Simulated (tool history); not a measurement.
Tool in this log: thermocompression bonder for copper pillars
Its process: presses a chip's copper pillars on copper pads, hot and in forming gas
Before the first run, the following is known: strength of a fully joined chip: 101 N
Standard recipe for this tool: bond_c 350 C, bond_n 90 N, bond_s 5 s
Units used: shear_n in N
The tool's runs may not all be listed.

| run | hour | bond_c | bond_n | bond_s | shear_n |
|---|---|---|---|---|---|
| 1 | 0 | 350 | 90 | 5 | 72.6 |
| 2 | 41.1 | 350 | 90 | 5 | 71 |
| 3 | 62.9 | 350 | 90 | 4 | 67 |
| 4 | 94.3 | 350 | 90 | 4 | 68 |
|  | 119.7 | heater calibrated with a thermocouple chip |
| 5 | 122 | 350 | 90 | 4 | 71.9 |
| 6 | 159.8 | 350 | 90 | 5 | 72.3 |
| 7 | 201.5 | 350 | 90 | 5 | 72.8 |
| 8 | 235.9 | 350 | 90 | 5 | 72.8 |
|  | 240.5 | forming gas filter changed |
| 9 | 261.6 | 344 | 90 | 5 | 80.4 |
|  | 284.3 | heater calibrated with a thermocouple chip, once more |
| 10 | 305.6 | 360 | 80 | 5 | 69.5 |
| 11 | 330.6 | 356 | 88 | 5 | 72.5 |
| 12 | 358.9 | 341 | 77 | 5 | 58.4 |
| 13 | 411.6 | 341 | 77 | 5 | 57 |
| 14 | 454.7 | 350 | 90 | 11 | 82.1 |
| 15 | 477.4 | 341 | 115 | 11 | 86.4 |
| 16 | 525.3 | 341 | 115 | 11 | 85.4 |
| 17 | 565.3 | 341 | 115 | 11 | 83.4 |
| 18 | 614.5 | 341 | 115 | 10 | 83.4 |

Each row is a separate what-if for the run after 18, all from the same tool condition, not one after another. Results?
| A | 662 | 342 | 55 | 11 | ? |
| B | 662 | 356 | 102 | 5 | ? |
| C | 662 | 350 | 133 | 5 | ? |
| D | 662 | 336 | 100 | 10 | ? |
| E | 662 | 350 | 90 | 3 | ? |

| run | shear_n |
|---|---|
| A | 52.4 |
| B | 75.7 |
| C | 80.3 |
| D | 76.5 |
| E | 57.6 |
Without the tool's unlogged condition, the same runs would have read:
| run | shear_n |
|---|---|
| A | 57.8 |
| B | 83.2 |
| C | 88.3 |
| D | 84.1 |
| E | 63.4 |
